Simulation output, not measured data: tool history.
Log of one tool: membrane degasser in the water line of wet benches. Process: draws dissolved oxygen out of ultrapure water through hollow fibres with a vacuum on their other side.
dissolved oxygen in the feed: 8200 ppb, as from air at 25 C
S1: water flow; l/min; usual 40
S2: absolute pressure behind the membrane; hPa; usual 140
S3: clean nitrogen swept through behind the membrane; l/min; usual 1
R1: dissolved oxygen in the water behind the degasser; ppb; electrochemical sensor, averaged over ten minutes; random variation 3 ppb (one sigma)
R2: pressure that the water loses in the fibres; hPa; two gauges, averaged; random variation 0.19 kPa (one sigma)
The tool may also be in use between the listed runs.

{"run": 1, "hour": 0.0, "S1": 40, "S2": 140, "S3": 1, "R1": 823.4, "R2": 373.2}
{"run": 2, "hour": 92.0, "S1": 40, "S2": 140, "S3": 1, "R1": 824.5, "R2": 370.8}
{"hour": 274.2, "done": "seals of the vacuum lines changed"}
{"run": 3, "hour": 274.2, "S1": 40, "S2": 140, "S3": 1, "R1": 824.3, "R2": 373.3}
{"run": 4, "hour": 415.1, "S1": 40, "S2": 140, "S3": 1, "R1": 818, "R2": 376.3}
{"run": 5, "hour": 569.1, "S1": 40, "S2": 140, "S3": 1, "R1": 812.3, "R2": 372.9}
{"run": 6, "hour": 653.6, "S1": 40, "S2": 140, "S3": 1, "R1": 822.5, "R2": 372.7}
{"run": 7, "hour": 744.6, "S1": 40, "S2": 343, "S3": 1, "R1": 1996.6, "R2": 378}
{"run": 8, "hour": 932.5, "S1": 40, "S2": 140, "S3": 1.65, "R1": 563.5, "R2": 374.3}
{"run": 9, "hour": 1035.4, "S1": 40, "S2": 140, "S3": 1.65, "R1": 567, "R2": 373.4}
{"run": 10, "hour": 1132.0, "S1": 49, "S2": 140, "S3": 1, "R1": 979.6, "R2": 452.7}

Forecast run 11:
{"run": 11, "hour": 1317.3, "S1": 49, "S2": 140, "S3": 1, "R1": "?", "R2": "?"}

{"run 11": {"R1": 980.7, "R2": 456.2}}
Without the tool's hidden state the same run would have given R1 985.7 ppb, R2 456 hPa.
